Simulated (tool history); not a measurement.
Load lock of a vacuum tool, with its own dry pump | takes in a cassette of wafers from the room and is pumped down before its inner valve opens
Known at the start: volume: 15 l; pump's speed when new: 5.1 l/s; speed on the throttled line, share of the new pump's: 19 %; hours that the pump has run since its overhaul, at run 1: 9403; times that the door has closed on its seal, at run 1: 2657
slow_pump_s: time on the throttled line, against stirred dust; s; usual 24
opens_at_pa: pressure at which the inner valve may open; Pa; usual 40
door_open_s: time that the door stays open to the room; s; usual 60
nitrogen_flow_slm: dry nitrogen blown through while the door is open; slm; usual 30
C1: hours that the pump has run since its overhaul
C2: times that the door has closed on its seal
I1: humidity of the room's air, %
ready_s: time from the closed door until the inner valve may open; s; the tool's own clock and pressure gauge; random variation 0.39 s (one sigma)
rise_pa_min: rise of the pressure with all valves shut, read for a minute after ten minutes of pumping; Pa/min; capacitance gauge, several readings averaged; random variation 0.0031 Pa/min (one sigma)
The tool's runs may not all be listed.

Run 1, hour 0: usual settings; C1 9403; C2 2657; I1 44.4. Result: ready_s 42.4 s, rise_pa_min 0.067 Pa/min.
Run 2, hour 611.3: usual settings but slow_pump_s 26 s; C1 10014; C2 5349; I1 46.8. Result: ready_s 44.3 s, rise_pa_min 0.067 Pa/min.
Run 3, hour 1170.8: usual settings but slow_pump_s 26 s; C1 10574; C2 7814; I1 39.7. Result: ready_s 44.3 s, rise_pa_min 0.06 Pa/min.
Run 4, hour 1735.5: usual settings but door_open_s 138 s; C1 11139; C2 10301; I1 44.7. Result: ready_s 42 s, rise_pa_min 0.101 Pa/min.
Run 5, hour 2450.5: usual settings but opens_at_pa 54 Pa; C1 11854; C2 13450; I1 44.5. Result: ready_s 41.7 s, rise_pa_min 0.071 Pa/min.
Run 6, hour 2786.3: usual settings but opens_at_pa 54 Pa; C1 12189; C2 14929; I1 45.4. Result: ready_s 41.8 s, rise_pa_min 0.07 Pa/min.
Run 7, hour 3113.1: usual settings but opens_at_pa 54 Pa; C1 12516; C2 16369; I1 45.5. Result: ready_s 42.1 s, rise_pa_min 0.066 Pa/min.
Run 8, hour 3504: usual settings but nitrogen_flow_slm 20 slm; C1 12907; C2 18090; I1 47.1. Result: ready_s 42.2 s, rise_pa_min 0.083 Pa/min.
Run 9, hour 3983: usual settings but nitrogen_flow_slm 18 slm; C1 13386; C2 20200; I1 47.3. Result: ready_s 42.5 s, rise_pa_min 0.08 Pa/min.
Run 10, hour 4633.8: usual settings but nitrogen_flow_slm 18 slm; C1 14037; C2 23067; I1 43.9. Result: ready_s 42.5 s, rise_pa_min 0.071 Pa/min.
Run 11, hour 5336.4: usual settings but opens_at_pa 62 Pa; C1 14739; C2 26161; I1 46.9. Result: ready_s 41.2 s, rise_pa_min 0.067 Pa/min.
Run 12, hour 5716.6: usual settings but opens_at_pa 62 Pa; C1 15120; C2 27836; I1 45.4. Result: ready_s 40.8 s, rise_pa_min 0.072 Pa/min.
Run 13, hour 6397.6: usual settings but opens_at_pa 62 Pa, nitrogen_flow_slm 12 slm; C1 15801; C2 30835; I1 44.2. Result: ready_s 41.6 s, rise_pa_min 0.087 Pa/min.
Run 14, hour 7125.7: usual settings but door_open_s 27 s; C1 16529; C2 34042; I1 48.6. Result: ready_s 42.2 s, rise_pa_min 0.051 Pa/min.
Run 15, hour 7823.7: usual settings but opens_at_pa 32 Pa; C1 17227; C2 37117; I1 46.3. Result: ready_s 43.4 s, rise_pa_min 0.071 Pa/min.
Run 16, hour 8265.2: usual settings but opens_at_pa 32 Pa; C1 17668; C2 39061; I1 45.3. Result: ready_s 43.3 s, rise_pa_min 0.069 Pa/min.
Run 17, hour 8789.8: usual settings but opens_at_pa 32 Pa; C1 18193; C2 41372; I1 43.7. Result: ready_s 42.6 s, rise_pa_min 0.07 Pa/min.
Run 18, hour 9360.1: usual settings but opens_at_pa 69 Pa; C1 18763; C2 43884; I1 47.6. Result: ready_s 40.4 s, rise_pa_min 0.071 Pa/min.
At hour 9766.8: dry pump taken out, an overhauled one fitted.
Run 19, hour 10065.9: usual settings but opens_at_pa 69 Pa; C1 299; C2 46966; I1 44.9. Result: ready_s 41 s, rise_pa_min 0.068 Pa/min.
Run 20, hour 10751.7: usual settings but slow_pump_s 22 s, door_open_s 149 s, nitrogen_flow_slm 11 slm; C1 985; C2 49987; I1 43.3. Result: ready_s 41.4 s, rise_pa_min 0.139 Pa/min.
Run 21, hour 11306.5: usual settings but slow_pump_s 22 s, door_open_s 149 s, nitrogen_flow_slm 11 slm; C1 1540; C2 52430; I1 47.3. Result: ready_s 40.4 s, rise_pa_min 0.157 Pa/min.
Run 22, hour 11799.6: usual settings but slow_pump_s 22 s, opens_at_pa 37 Pa, door_open_s 149 s, nitrogen_flow_slm 11 slm; C1 2033; C2 54602; I1 40.7. Result: ready_s 40.7 s, rise_pa_min 0.132 Pa/min.
Run 23, hour 12281: usual settings but slow_pump_s 22 s, opens_at_pa 38 Pa, door_open_s 149 s, nitrogen_flow_slm 11 slm; C1 2514; C2 56722; I1 47.7. Result: ready_s 41 s, rise_pa_min 0.154 Pa/min.
Run 24, hour 12877.8: usual settings but slow_pump_s 22 s, opens_at_pa 38 Pa, door_open_s 149 s, nitrogen_flow_slm 11 slm; C1 3111; C2 59351; I1 47.5. Result: ready_s 40.7 s, rise_pa_min 0.148 Pa/min.
Run 25, hour 13217.5: usual settings but slow_pump_s 17 s, opens_at_pa 38 Pa, door_open_s 89 s, nitrogen_flow_slm 11 slm; C1 3451; C2 60847; I1 45.4. Result: ready_s 36.5 s, rise_pa_min 0.106 Pa/min.
Run 26, hour 13665.5: usual settings but slow_pump_s 17 s, opens_at_pa 38 Pa, door_open_s 89 s, nitrogen_flow_slm 11 slm; C1 3899; C2 62821; I1 43.2. Result: ready_s 37.1 s, rise_pa_min 0.105 Pa/min.
Run 27, hour 14131.5: usual settings but opens_at_pa 73 Pa, door_open_s 44 s, nitrogen_flow_slm 8 slm; C1 4365; C2 64873; I1 48.2. Result: ready_s 40.8 s, rise_pa_min 0.09 Pa/min.
Run 28, hour 14544.6: usual settings but slow_pump_s 42 s, opens_at_pa 34 Pa, door_open_s 117 s, nitrogen_flow_slm 4 slm; C1 4778; C2 66693; I1 43.8. Result: ready_s 57.6 s, rise_pa_min 0.143 Pa/min.
At hour 14655.7: door's seal changed, seat wiped.
Run 29, hour 14890.4: usual settings but slow_pump_s 42 s, opens_at_pa 34 Pa, door_open_s 117 s, nitrogen_flow_slm 4 slm; C1 5122; C2 1033; I1 44.6. Result: ready_s 57.8 s, rise_pa_min 0.142 Pa/min.
Run 30, hour 15462.2: usual settings but slow_pump_s 33 s, opens_at_pa 43 Pa, door_open_s 84 s, nitrogen_flow_slm 24 slm; C1 5694; C2 3552; I1 45.3. Result: ready_s 49.8 s, rise_pa_min 0.089 Pa/min.
Run 31, hour 16183.5: usual settings but slow_pump_s 33 s, opens_at_pa 43 Pa, door_open_s 84 s, nitrogen_flow_slm 24 slm; C1 6415; C2 6728; I1 42.3. Result: ready_s 49.5 s, rise_pa_min 0.081 Pa/min.
Run 32, hour 16534.4: usual settings but slow_pump_s 33 s, opens_at_pa 43 Pa, door_open_s 84 s, nitrogen_flow_slm 24 slm; C1 6766; C2 8274; I1 44.3. Result: ready_s 50 s, rise_pa_min 0.086 Pa/min.
Run 33, hour 17003: usual settings but slow_pump_s 17 s, opens_at_pa 28 Pa, door_open_s 132 s, nitrogen_flow_slm 31 slm; C1 7235; C2 10338; I1 46.3. Result: ready_s 37.4 s, rise_pa_min 0.099 Pa/min.
Run 34, hour 17392.8: usual settings but slow_pump_s 17 s, opens_at_pa 28 Pa, door_open_s 132 s, nitrogen_flow_slm 31 slm; C1 7624; C2 12055; I1 46.7. Result: ready_s 38.5 s, rise_pa_min 0.105 Pa/min.
Run 35, hour 17837.9: usual settings but slow_pump_s 17 s, opens_at_pa 28 Pa, door_open_s 132 s, nitrogen_flow_slm 31 slm; C1 8070; C2 14016; I1 44.2. Result: ready_s 38.1 s, rise_pa_min 0.104 Pa/min.
Run 36, hour 18246.8: usual settings but slow_pump_s 17 s, opens_at_pa 28 Pa, door_open_s 132 s, nitrogen_flow_slm 31 slm; C1 8478; C2 15816; I1 45.9. Result: ready_s 38 s, rise_pa_min 0.097 Pa/min.
Run 37, hour 18952.8: usual settings but slow_pump_s 17 s, opens_at_pa 28 Pa, door_open_s 132 s, nitrogen_flow_slm 31 slm; C1 9184; C2 18926; I1 46. Result: ready_s 37.7 s, rise_pa_min 0.102 Pa/min.

3 ways to go on from here, each from the tool as it stands after run 37. What would each give?
Run A, hour 19555.8: usual settings but slow_pump_s 40 s, opens_at_pa 28 Pa, door_open_s 132 s, nitrogen_flow_slm 31 slm; C1 9787; C2 21582; I1 42.9. Result: ready_s ?, rise_pa_min ?.
Run B, hour 19555.8: usual settings but slow_pump_s 21 s, opens_at_pa 28 Pa, door_open_s 132 s, nitrogen_flow_slm 14 slm; C1 9787; C2 21582; I1 45.5. Result: ready_s ?, rise_pa_min ?.
Run C, hour 19555.8: usual settings but slow_pump_s 14 s, opens_at_pa 28 Pa, door_open_s 89 s, nitrogen_flow_slm 31 slm; C1 9787; C2 21582; I1 41.9. Result: ready_s ?, rise_pa_min ?.

run  ready_s  rise_pa_min
  A     56.5        0.093
  B     41.6        0.132
  C     35.4        0.076
Without the tool's hidden state the same runs would have given:
run  ready_s  rise_pa_min
  A     56.5        0.093
  B     41.6        0.131
  C     35.4        0.075

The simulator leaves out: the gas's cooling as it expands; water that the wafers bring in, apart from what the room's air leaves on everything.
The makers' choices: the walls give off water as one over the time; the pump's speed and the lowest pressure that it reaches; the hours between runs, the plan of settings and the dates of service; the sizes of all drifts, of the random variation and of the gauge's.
